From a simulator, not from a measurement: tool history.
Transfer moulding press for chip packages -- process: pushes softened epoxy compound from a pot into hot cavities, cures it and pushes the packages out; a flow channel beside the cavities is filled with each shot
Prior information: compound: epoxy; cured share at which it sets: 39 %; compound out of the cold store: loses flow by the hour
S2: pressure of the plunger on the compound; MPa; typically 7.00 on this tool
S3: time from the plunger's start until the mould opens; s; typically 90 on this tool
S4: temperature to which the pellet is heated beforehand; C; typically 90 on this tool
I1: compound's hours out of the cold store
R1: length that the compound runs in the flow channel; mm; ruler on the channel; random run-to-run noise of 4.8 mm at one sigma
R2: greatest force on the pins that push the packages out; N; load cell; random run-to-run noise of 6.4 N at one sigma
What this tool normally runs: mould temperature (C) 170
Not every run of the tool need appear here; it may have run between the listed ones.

Run 1, hour 0.0: usual settings; I1 33.8. Result: R1 580 mm, R2 269 N.
Run 2, hour 29.7: usual settings but S2 7.27 MPa; I1 16.4. Result: R1 645 mm, R2 284 N.
Run 3, hour 53.2: usual settings but S2 7.27 MPa; I1 45.1. Result: R1 554 mm, R2 260 N.
At hour 78.6: cavities cleaned with cleaning compound and waxed.
Run 4, hour 90.3: usual settings but S2 7.27 MPa; I1 29.2. Result: R1 606 mm, R2 266 N.
At hour 118.9: mould's thermocouples calibrated.
Run 5, hour 132.6: usual settings but S2 7.27 MPa; I1 11.2. Result: R1 658 mm, R2 292 N.
At hour 158.5: cavities cleaned with cleaning compound and waxed.
Run 6, hour 160.5: usual settings but S3 91 s; I1 18.8. Result: R1 625 mm, R2 265 N.
At hour 198.2: plunger's sealing rings changed.
Run 7, hour 203.4: usual settings but S3 91 s; I1 21.8. Result: R1 619 mm, R2 266 N.
At hour 239.9: cavities cleaned with cleaning compound and waxed.
Run 8, hour 245.4: usual settings but S2 6.00 MPa; I1 44.8. Result: R1 514 mm, R2 257 N.
Run 9, hour 273.8: usual settings but S2 6.00 MPa; I1 17.8. Result: R1 587 mm, R2 281 N.
Run 10, hour 303.0: usual settings but S2 6.00 MPa; I1 15.9. Result: R1 587 mm, R2 283 N.
At hour 317.5: cavities cleaned with cleaning compound and waxed.
Run 11, hour 322.4: usual settings but S2 8.40 MPa; I1 46.7. Result: R1 600 mm, R2 251 N.
Run 12, hour 344.8: usual settings; I1 41.1. Result: R1 555 mm, R2 264 N.
Run 13, hour 370.7: usual settings; I1 14.9. Result: R1 637 mm, R2 282 N.
At hour 395.4: cavities cleaned with cleaning compound and waxed.
Run 14, hour 402.9: usual settings; I1 31.6. Result: R1 586 mm, R2 263 N.
Run 15, hour 443.3: usual settings; I1 42.2. Result: R1 560 mm, R2 258 N.
Run 16, hour 464.3: usual settings; I1 17.8. Result: R1 631 mm, R2 273 N.
At hour 471.7: cavities cleaned with cleaning compound and waxed.
Run 17, hour 507.4: usual settings but mould temperature (C) 175, S2 8.76 MPa; I1 13.4. Result: R1 703 mm, R2 210 N.

Predict the results of run 18:
Run 18, hour 537.5: usual settings but mould temperature (C) 175, S2 8.76 MPa; I1 46.6. Result: R1 ?, R2 ?.

{"run 18": {"R1": 608, "R2": 187}}
Were there no unlogged condition in the tool, this run, its random variation unchanged, would have produced R1 609 mm, R2 185 N.
